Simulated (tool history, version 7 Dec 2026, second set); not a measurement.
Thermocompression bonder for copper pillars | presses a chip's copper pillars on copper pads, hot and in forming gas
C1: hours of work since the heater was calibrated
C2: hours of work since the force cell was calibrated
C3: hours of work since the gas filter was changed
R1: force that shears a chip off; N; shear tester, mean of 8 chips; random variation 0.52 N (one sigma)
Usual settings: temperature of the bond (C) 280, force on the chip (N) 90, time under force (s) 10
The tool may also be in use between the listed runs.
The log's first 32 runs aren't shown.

Run 33, day 34.908: usual settings but temperature of the bond (C) 250, force on the chip (N) 66, time under force (s) 25; C1 73; C2 177; C3 394. Result: R1 100.7 N.
Run 34, day 36.312: usual settings but temperature of the bond (C) 256, force on the chip (N) 60, time under force (s) 9; C1 87; C2 192; C3 409. Result: R1 75 N.
Run 35, day 37.642: usual settings but force on the chip (N) 79; C1 101; C2 206; C3 423. Result: R1 108.9 N.
Run 36, day 38.438: usual settings but force on the chip (N) 94, time under force (s) 6; C1 110; C2 214; C3 431. Result: R1 102.1 N.
Run 37, day 39.729: usual settings but force on the chip (N) 94, time under force (s) 6; C1 123; C2 228; C3 445. Result: R1 101.8 N.
Run 38, day 41.008: usual settings but temperature of the bond (C) 275, force on the chip (N) 127; C1 137; C2 241; C3 458. Result: R1 121.5 N.
Run 39, day 42.138: usual settings but temperature of the bond (C) 278, force on the chip (N) 62; C1 148; C2 253; C3 470. Result: R1 98.7 N.
Run 40, day 43.283: usual settings but temperature of the bond (C) 278, force on the chip (N) 62; C1 160; C2 265; C3 482. Result: R1 99.5 N.

4 ways to go on from here, each from the tool as it stands after run 40. What would each give?
Run A, day 44.192: usual settings but temperature of the bond (C) 278, force on the chip (N) 100; C1 170; C2 275; C3 492. Result: R1 ?.
Run B, day 44.192: usual settings but temperature of the bond (C) 278, force on the chip (N) 105; C1 170; C2 275; C3 492. Result: R1 ?.
Run C, day 44.192: usual settings but temperature of the bond (C) 308, force on the chip (N) 62, time under force (s) 5; C1 170; C2 275; C3 492. Result: R1 ?.
Run D, day 44.192: usual settings but temperature of the bond (C) 278, force on the chip (N) 88, time under force (s) 7; C1 170; C2 275; C3 492. Result: R1 ?.

run     R1
  A  116.2
  B  118.6
  C  105.1
  D  102.1
Without the tool's hidden state the same runs would have given:
run     R1
  A  116.6
  B  119.1
  C  105.2
  D  101.9
